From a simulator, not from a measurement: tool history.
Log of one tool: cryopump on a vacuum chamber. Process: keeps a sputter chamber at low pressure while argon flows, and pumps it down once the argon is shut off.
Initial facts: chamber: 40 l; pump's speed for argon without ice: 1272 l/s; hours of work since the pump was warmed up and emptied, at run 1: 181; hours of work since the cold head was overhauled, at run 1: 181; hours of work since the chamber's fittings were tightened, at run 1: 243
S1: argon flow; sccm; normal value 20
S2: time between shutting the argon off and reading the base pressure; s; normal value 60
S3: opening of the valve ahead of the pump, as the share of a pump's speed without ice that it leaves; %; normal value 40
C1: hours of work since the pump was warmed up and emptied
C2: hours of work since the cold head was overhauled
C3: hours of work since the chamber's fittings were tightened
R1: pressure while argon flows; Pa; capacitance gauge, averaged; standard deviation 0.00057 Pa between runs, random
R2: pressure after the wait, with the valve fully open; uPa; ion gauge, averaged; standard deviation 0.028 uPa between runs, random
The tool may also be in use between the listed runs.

{"run": 1, "hour": 0.0, "S1": 20, "S2": 60, "S3": 40, "C1": 181, "C2": 181, "C3": 243, "R1": 0.0676, "R2": 1.68}
{"run": 2, "hour": 17.0, "S1": 20, "S2": 60, "S3": 40, "C1": 195, "C2": 195, "C3": 257, "R1": 0.0669, "R2": 1.69}
{"run": 3, "hour": 30.3, "S1": 20, "S2": 60, "S3": 40, "C1": 206, "C2": 206, "C3": 268, "R1": 0.0676, "R2": 1.7}
{"run": 4, "hour": 38.4, "S1": 20, "S2": 60, "S3": 40, "C1": 213, "C2": 213, "C3": 275, "R1": 0.0675, "R2": 1.69}
{"run": 5, "hour": 49.0, "S1": 20, "S2": 60, "S3": 40, "C1": 222, "C2": 222, "C3": 284, "R1": 0.0676, "R2": 1.7}
{"run": 6, "hour": 57.0, "S1": 20, "S2": 60, "S3": 40, "C1": 228, "C2": 228, "C3": 290, "R1": 0.0669, "R2": 1.76}
{"run": 7, "hour": 71.3, "S1": 20, "S2": 60, "S3": 40, "C1": 240, "C2": 240, "C3": 302, "R1": 0.0683, "R2": 1.73}
{"run": 8, "hour": 78.2, "S1": 20, "S2": 60, "S3": 40, "C1": 246, "C2": 246, "C3": 308, "R1": 0.0687, "R2": 1.78}
{"run": 9, "hour": 89.6, "S1": 20, "S2": 60, "S3": 40, "C1": 255, "C2": 255, "C3": 317, "R1": 0.0686, "R2": 1.79}
{"run": 10, "hour": 101.2, "S1": 20, "S2": 60, "S3": 40, "C1": 265, "C2": 265, "C3": 327, "R1": 0.0691, "R2": 1.81}
{"run": 11, "hour": 117.6, "S1": 20, "S2": 60, "S3": 40, "C1": 278, "C2": 278, "C3": 340, "R1": 0.0698, "R2": 1.86}
{"run": 12, "hour": 130.6, "S1": 20, "S2": 60, "S3": 40, "C1": 289, "C2": 289, "C3": 351, "R1": 0.0682, "R2": 1.84}
{"run": 13, "hour": 139.8, "S1": 20, "S2": 60, "S3": 40, "C1": 296, "C2": 296, "C3": 358, "R1": 0.068, "R2": 1.85}
{"run": 14, "hour": 148.3, "S1": 20, "S2": 37, "S3": 55, "C1": 303, "C2": 303, "C3": 365, "R1": 0.0512, "R2": 2.52}
{"run": 15, "hour": 164.9, "S1": 20, "S2": 47, "S3": 24, "C1": 317, "C2": 317, "C3": 379, "R1": 0.1118, "R2": 2.21}
{"run": 16, "hour": 173.7, "S1": 25, "S2": 47, "S3": 32, "C1": 324, "C2": 324, "C3": 386, "R1": 0.1066, "R2": 2.15}
{"run": 17, "hour": 188.3, "S1": 37, "S2": 134, "S3": 16, "C1": 336, "C2": 336, "C3": 398, "R1": 0.3166, "R2": 1.3}
{"run": 18, "hour": 197.8, "S1": 20, "S2": 66, "S3": 47, "C1": 344, "C2": 344, "C3": 406, "R1": 0.0601, "R2": 1.8}
{"run": 19, "hour": 208.0, "S1": 18, "S2": 39, "S3": 47, "C1": 352, "C2": 352, "C3": 414, "R1": 0.0528, "R2": 2.53}
{"run": 20, "hour": 219.0, "S1": 18, "S2": 28, "S3": 47, "C1": 362, "C2": 362, "C3": 423, "R1": 0.0532, "R2": 3.18}

Run 21 is up next; what results do you expect?
{"run": 21, "hour": 234.0, "S1": 22, "S2": 120, "S3": 41, "C1": 374, "C2": 374, "C3": 436, "R1": "?", "R2": "?"}

{"run 21": {"R1": 0.0747, "R2": 1.38}}
Had the tool carried no hidden state, the very same run would have given R1 0.0712 Pa, R2 0.76 uPa.
